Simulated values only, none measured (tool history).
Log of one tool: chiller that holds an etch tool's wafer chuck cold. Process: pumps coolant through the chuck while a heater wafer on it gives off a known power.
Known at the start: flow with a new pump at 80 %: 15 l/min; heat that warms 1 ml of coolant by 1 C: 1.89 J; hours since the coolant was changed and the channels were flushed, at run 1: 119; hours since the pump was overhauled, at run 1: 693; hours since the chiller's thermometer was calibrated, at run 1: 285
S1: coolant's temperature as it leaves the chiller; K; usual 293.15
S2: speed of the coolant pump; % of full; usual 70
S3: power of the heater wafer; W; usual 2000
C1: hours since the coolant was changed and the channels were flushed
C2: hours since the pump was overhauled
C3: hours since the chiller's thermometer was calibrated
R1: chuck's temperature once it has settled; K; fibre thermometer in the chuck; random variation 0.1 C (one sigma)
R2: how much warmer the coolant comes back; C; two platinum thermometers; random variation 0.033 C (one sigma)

Run 1, hour 0: usual settings; C1 119; C2 693; C3 285. Result: R1 312.05 K, R2 4.91 C.
Run 2, hour 55.9: usual settings; C1 175; C2 749; C3 341. Result: R1 312.05 K, R2 4.91 C.
Run 3, hour 91.2: usual settings; C1 210; C2 784; C3 376. Result: R1 311.95 K, R2 4.85 C.
Run 4, hour 124.9: usual settings; C1 244; C2 818; C3 409. Result: R1 311.95 K, R2 4.88 C.
Run 5, hour 178.9: usual settings; C1 298; C2 872; C3 463. Result: R1 312.05 K, R2 4.93 C.
Run 6, hour 212.8: usual settings; C1 332; C2 906; C3 497. Result: R1 312.05 K, R2 4.83 C.
Run 7, hour 255.8: usual settings; C1 375; C2 949; C3 540. Result: R1 312.05 K, R2 4.82 C.
Run 8, hour 287.9: usual settings; C1 407; C2 981; C3 573. Result: R1 312.05 K, R2 4.83 C.
Run 9, hour 321.4: usual settings; C1 441; C2 1014; C3 606. Result: R1 312.15 K, R2 4.86 C.
Run 10, hour 352: usual settings but S1 296.15 K, S2 95 % of full, S3 1558 W; C1 471; C2 1045; C3 637. Result: R1 307.55 K, R2 2.66 C.
Run 11, hour 382.2: usual settings but S1 296.15 K, S2 68 % of full, S3 1236 W; C1 501; C2 1075; C3 667. Result: R1 307.95 K, R2 3.06 C.
Run 12, hour 418.6: usual settings but S1 291.15 K, S2 87 % of full, S3 2734 W; C1 538; C2 1111; C3 703. Result: R1 312.65 K, R2 5.18 C.
Run 13, hour 467.9: usual settings but S1 289.15 K, S2 66 % of full; C1 587; C2 1161; C3 752. Result: R1 308.85 K, R2 5.16 C.
Run 14, hour 521.7: usual settings but S1 301.15 K, S3 2291 W; C1 641; C2 1214; C3 806. Result: R1 322.85 K, R2 5.51 C.
Run 15, hour 561.3: usual settings but S1 301.15 K, S3 2291 W; C1 680; C2 1254; C3 846. Result: R1 322.75 K, R2 5.52 C.
Run 16, hour 599.4: usual settings but S1 301.15 K, S3 2291 W; C1 719; C2 1292; C3 884. Result: R1 322.75 K, R2 5.45 C.
Run 17, hour 647.2: usual settings but S1 301.15 K, S3 2291 W; C1 766; C2 1340; C3 932. Result: R1 322.65 K, R2 5.56 C.
Run 18, hour 686.2: usual settings but S1 301.15 K, S3 2291 W; C1 805; C2 1379; C3 971. Result: R1 322.75 K, R2 5.5 C.

Hidden state or all else? Some run-to-run changes of R2, split into what the settings, what came in and random variation would give without the hidden state, and what is left for the hidden state (with any gauge scatter that isn't in both results):
The hidden state here: heat passed by the chuck's channels, % of clean ones'; flow at a given pump speed, % of a new pump's; coolant's true temperature over the reading, C; drift of the gauge itself on chuck_c, C; drift of the gauge itself on warmer_back_c, C.
Run 3 -> 4: no setting changed, nothing entered. R2 +0.03 C: hidden state -0.02, all else +0.05.
Run 9 -> 10: S1 293.15 -> 296.15, S2 70 -> 95, S3 2000 -> 1558. R2 -2.2 C: hidden state +0, all else -2.2.
